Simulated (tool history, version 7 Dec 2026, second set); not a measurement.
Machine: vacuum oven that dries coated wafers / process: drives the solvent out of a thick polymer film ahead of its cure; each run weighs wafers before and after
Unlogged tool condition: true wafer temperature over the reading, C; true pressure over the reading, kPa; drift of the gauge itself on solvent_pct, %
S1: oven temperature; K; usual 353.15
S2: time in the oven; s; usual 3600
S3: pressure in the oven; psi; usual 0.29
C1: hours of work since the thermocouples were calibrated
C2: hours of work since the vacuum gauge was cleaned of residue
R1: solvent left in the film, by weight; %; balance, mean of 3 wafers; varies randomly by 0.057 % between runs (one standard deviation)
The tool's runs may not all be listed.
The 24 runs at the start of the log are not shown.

{"run": 25, "hour": 262.7, "S1": 363.15, "S2": 3000, "S3": 0.35, "C1": 60, "C2": 514, "R1": 2.04}
{"run": 26, "hour": 270.0, "S1": 363.15, "S2": 3000, "S3": 0.35, "C1": 65, "C2": 520, "R1": 2.21}
{"hour": 274.4, "done": "oven's thermocouples calibrated, once more"}
{"run": 27, "hour": 283.3, "S1": 342.15, "S2": 5640, "S3": 0.161, "C1": 7, "C2": 528, "R1": 3.06}
{"run": 28, "hour": 291.8, "S1": 342.15, "S2": 5640, "S3": 0.161, "C1": 13, "C2": 534, "R1": 3}
{"run": 29, "hour": 307.0, "S1": 342.15, "S2": 5760, "S3": 0.249, "C1": 24, "C2": 545, "R1": 3.9}
{"run": 30, "hour": 321.6, "S1": 338.15, "S2": 3600, "S3": 0.171, "C1": 35, "C2": 556, "R1": 5.6}
{"run": 31, "hour": 328.2, "S1": 353.15, "S2": 2040, "S3": 0.648, "C1": 39, "C2": 561, "R1": 6.49}
{"run": 32, "hour": 334.7, "S1": 353.15, "S2": 2040, "S3": 0.648, "C1": 44, "C2": 566, "R1": 6.56}
{"run": 33, "hour": 348.1, "S1": 353.15, "S2": 2040, "S3": 0.648, "C1": 54, "C2": 575, "R1": 6.43}
{"run": 34, "hour": 358.1, "S1": 366.15, "S2": 3600, "S3": 0.379, "C1": 61, "C2": 583, "R1": 1.82}
{"run": 35, "hour": 370.0, "S1": 366.15, "S2": 3600, "S3": 0.379, "C1": 70, "C2": 591, "R1": 1.76}
{"run": 36, "hour": 379.5, "S1": 364.15, "S2": 3600, "S3": 0.318, "C1": 77, "C2": 598, "R1": 1.72}
{"run": 37, "hour": 391.9, "S1": 354.15, "S2": 3600, "S3": 0.323, "C1": 86, "C2": 607, "R1": 2.92}
{"run": 38, "hour": 403.3, "S1": 341.15, "S2": 3600, "S3": 0.252, "C1": 94, "C2": 616, "R1": 5.63}
{"run": 39, "hour": 417.7, "S1": 363.15, "S2": 3960, "S3": 0.297, "C1": 105, "C2": 626, "R1": 1.61}
{"run": 40, "hour": 426.7, "S1": 353.15, "S2": 4140, "S3": 0.29, "C1": 111, "C2": 633, "R1": 2.78}
{"run": 41, "hour": 439.1, "S1": 353.15, "S2": 3600, "S3": 0.368, "C1": 120, "C2": 642, "R1": 3.52}
{"run": 42, "hour": 450.6, "S1": 359.15, "S2": 5760, "S3": 0.708, "C1": 129, "C2": 650, "R1": 4.15}

Alternative continuations, all from the tool just after run 42; predict every row:
{"run": "A", "hour": 464.8, "S1": 343.15, "S2": 2580, "S3": 0.184, "C1": 139, "C2": 661, "R1": "?"}
{"run": "B", "hour": 464.8, "S1": 353.15, "S2": 3600, "S3": 0.193, "C1": 139, "C2": 661, "R1": "?"}
{"run": "C", "hour": 464.8, "S1": 363.15, "S2": 2100, "S3": 1.131, "C1": 139, "C2": 661, "R1": "?"}

run=A R1=5.53
run=B R1=2.43
run=C R1=6.07
The same runs, with their run-to-run variation unchanged, on a tool lacking any hidden condition would have given:
run=A R1=5.22
run=B R1=2.17
run=C R1=5.88
